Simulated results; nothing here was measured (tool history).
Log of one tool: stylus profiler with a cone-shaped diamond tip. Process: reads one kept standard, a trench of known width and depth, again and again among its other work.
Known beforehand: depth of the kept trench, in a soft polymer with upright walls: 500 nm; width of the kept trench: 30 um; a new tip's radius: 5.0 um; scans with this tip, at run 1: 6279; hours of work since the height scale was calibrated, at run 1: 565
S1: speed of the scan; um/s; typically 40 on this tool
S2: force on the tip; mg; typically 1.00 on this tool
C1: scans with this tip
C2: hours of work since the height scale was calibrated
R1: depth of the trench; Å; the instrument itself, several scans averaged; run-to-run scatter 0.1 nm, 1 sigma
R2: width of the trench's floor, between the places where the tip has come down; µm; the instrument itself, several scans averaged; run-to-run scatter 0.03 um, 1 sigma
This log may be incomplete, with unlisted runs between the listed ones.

run,hour,S1,S2,C1,C2,R1,R2
1,0.0,40,1.00,6279,565,5015.3,25.40
2,31.0,40,1.00,6508,586,5014.1,25.46
3,49.9,40,1.00,6647,598,5016.0,25.43
4,71.2,40,1.00,6804,612,5015.9,25.44
5,105.2,40,1.00,7054,635,5018.2,25.41
6,126.6,40,1.70,7212,649,5025.6,25.49
7,146.6,40,1.70,7360,662,5023.8,25.44
8,167.4,40,1.70,7513,676,5022.7,25.47
9,200.2,40,1.00,7755,698,5016.1,25.43
10,216.2,40,1.13,7873,709,5016.8,25.40
11,243.3,145,1.00,8073,727,5016.8,24.87
12,265.1,145,1.00,8233,741,5016.7,24.90
# hour 278.4: new tip fitted, height scale calibrated
13,295.4,22,1.15,126,11,5018.7,25.52
14,326.4,39,2.69,354,32,5032.5,25.51
15,342.7,143,0.41,475,43,5008.5,24.51
16,367.9,12,0.45,661,59,5010.7,25.57
17,400.5,29,1.10,901,81,5018.5,25.53
18,434.5,29,2.78,1152,104,5033.0,25.56

What will run 19 give?
19,460.5,29,2.78,1343,121,?,?

Run 19 came out at R1 5033.5 Å, R2 25.58 µm.
On a tool with no hidden condition, and with the same random variation, this run would have come out at R1 5033.6 Å, R2 25.58 µm.

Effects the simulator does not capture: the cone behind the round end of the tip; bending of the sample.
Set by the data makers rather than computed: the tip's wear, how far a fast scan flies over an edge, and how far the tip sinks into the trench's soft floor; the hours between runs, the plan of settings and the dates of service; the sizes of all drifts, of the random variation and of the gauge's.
